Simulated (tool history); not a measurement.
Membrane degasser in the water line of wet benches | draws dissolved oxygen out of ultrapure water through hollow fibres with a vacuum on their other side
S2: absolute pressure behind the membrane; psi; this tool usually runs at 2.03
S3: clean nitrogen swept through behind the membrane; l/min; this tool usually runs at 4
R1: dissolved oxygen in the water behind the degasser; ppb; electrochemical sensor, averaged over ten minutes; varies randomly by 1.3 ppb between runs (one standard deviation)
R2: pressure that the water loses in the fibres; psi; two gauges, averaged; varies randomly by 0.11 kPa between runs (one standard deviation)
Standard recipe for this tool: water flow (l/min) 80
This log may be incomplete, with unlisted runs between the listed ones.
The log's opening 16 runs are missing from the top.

run 17 day=90.758 | water_flow_(l/min)=80 S2=2.03 S3=4 | R1=478 R2=5.171
run 18 day=94.992 | water_flow_(l/min)=80 S2=2.03 S3=4 | R1=477.8 R2=5.127
run 19 day=100.133 | water_flow_(l/min)=74 S2=2.71 S3=4 | R1=615.6 R2=4.795
run 20 day=106.817 | water_flow_(l/min)=74 S2=2.71 S3=4 | R1=619.3 R2=4.802
-- day=107.483 vacuum gauge calibrated
run 21 day=114.675 | water_flow_(l/min)=85 S2=4.02 S3=4 | R1=1052.2 R2=5.527
run 22 day=120.554 | water_flow_(l/min)=85 S2=2.81 S3=4 | R1=734.3 R2=5.497
run 23 day=127.204 | water_flow_(l/min)=71 S2=1.87 S3=4 | R1=394.4 R2=4.635
run 24 day=131.683 | water_flow_(l/min)=71 S2=1.87 S3=4 | R1=395.9 R2=4.619
run 25 day=136.408 | water_flow_(l/min)=117 S2=4.92 S3=4.35 | R1=1553.3 R2=7.6
run 26 day=144.179 | water_flow_(l/min)=80 S2=1.75 S3=6.27 | R1=276.8 R2=5.221
run 27 day=148.533 | water_flow_(l/min)=114 S2=1.8 S3=4 | R1=602.7 R2=7.423
-- day=152.462 vacuum gauge calibrated, once more
run 28 day=154.662 | water_flow_(l/min)=83 S2=4.25 S3=2.27 | R1=1632.3 R2=5.413
run 29 day=161.017 | water_flow_(l/min)=83 S2=4.25 S3=2.27 | R1=1628 R2=5.429
run 30 day=164.912 | water_flow_(l/min)=84 S2=3.83 S3=1.97 | R1=1651.4 R2=5.461
run 31 day=171.562 | water_flow_(l/min)=77 S2=3.83 S3=1.97 | R1=1548.9 R2=5.043

3 ways to go on from here, each from the tool as it stands after run 31. What would each give?
run A day=179.321 | water_flow_(l/min)=51 S2=1.64 S3=5.2 | R1=? R2=?
run B day=179.321 | water_flow_(l/min)=80 S2=3.51 S3=4 | R1=? R2=?
run C day=179.321 | water_flow_(l/min)=103 S2=2.48 S3=8.83 | R1=? R2=?

run=A R1=187.4 R2=3.33
run=B R1=863.3 R2=5.213
run=C R1=398.4 R2=6.733
The same runs, with their run-to-run variation unchanged, on a tool lacking any hidden condition would have given:
run=A R1=185.1 R2=3.194
run=B R1=857.7 R2=4.998
run=C R1=389.6 R2=6.456
